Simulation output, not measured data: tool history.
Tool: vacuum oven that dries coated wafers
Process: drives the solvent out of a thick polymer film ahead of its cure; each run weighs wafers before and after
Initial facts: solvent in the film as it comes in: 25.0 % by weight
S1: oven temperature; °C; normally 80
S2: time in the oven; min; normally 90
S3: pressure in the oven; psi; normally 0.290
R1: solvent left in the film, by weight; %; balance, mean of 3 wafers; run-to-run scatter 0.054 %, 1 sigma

| run | hour | S1 | S2 | S3 | R1 |
|---|---|---|---|---|---|
| 1 | 0.0 | 80 | 90 | 0.290 | 2.18 |
| 2 | 31.8 | 73 | 90 | 0.290 | 3.85 |
| 3 | 65.2 | 80 | 90 | 0.290 | 2.24 |
| 4 | 90.1 | 80 | 90 | 0.290 | 2.30 |
| 5 | 107.8 | 80 | 90 | 0.290 | 2.30 |
| 6 | 137.0 | 80 | 90 | 0.290 | 2.17 |
| 7 | 156.5 | 80 | 90 | 0.290 | 2.17 |
| 8 | 183.6 | 80 | 90 | 0.290 | 2.20 |
| 9 | 217.6 | 80 | 90 | 0.290 | 2.16 |
| 10 | 241.6 | 80 | 90 | 0.290 | 2.19 |
| 11 | 270.8 | 80 | 90 | 0.290 | 2.15 |
| 12 | 300.9 | 80 | 90 | 0.290 | 2.26 |
| 13 | 315.0 | 80 | 90 | 0.290 | 2.15 |
| 14 | 340.5 | 80 | 90 | 0.290 | 2.21 |
| 15 | 361.8 | 80 | 90 | 0.290 | 2.12 |
| 16 | 382.8 | 80 | 49 | 0.290 | 4.51 |
| 17 | 411.0 | 80 | 49 | 0.734 | 6.53 |
| 18 | 431.4 | 80 | 49 | 0.734 | 6.35 |
| 19 | 447.2 | 80 | 49 | 0.734 | 6.51 |
| 20 | 470.9 | 80 | 49 | 0.734 | 6.38 |
| 21 | 494.1 | 80 | 49 | 0.734 | 6.42 |
| 22 | 518.0 | 80 | 49 | 0.734 | 6.27 |
| 23 | 544.5 | 80 | 49 | 0.734 | 6.43 |
| 24 | 561.0 | 80 | 49 | 0.734 | 6.38 |
| 25 | 575.7 | 93 | 49 | 0.222 | 1.35 |
| 26 | 604.4 | 66 | 90 | 0.983 | 11.53 |
| 27 | 626.5 | 66 | 90 | 0.983 | 11.34 |
| 28 | 646.6 | 66 | 90 | 0.983 | 11.38 |

Run 29 comes next. What will it give?
| 29 | 680.5 | 66 | 90 | 0.983 | ? |

For run 29 the tool returned R1 11.49 %.
Take away the tool's hidden state, keep the run-to-run variation as it was, and the same run would have given R1 11.41 %.
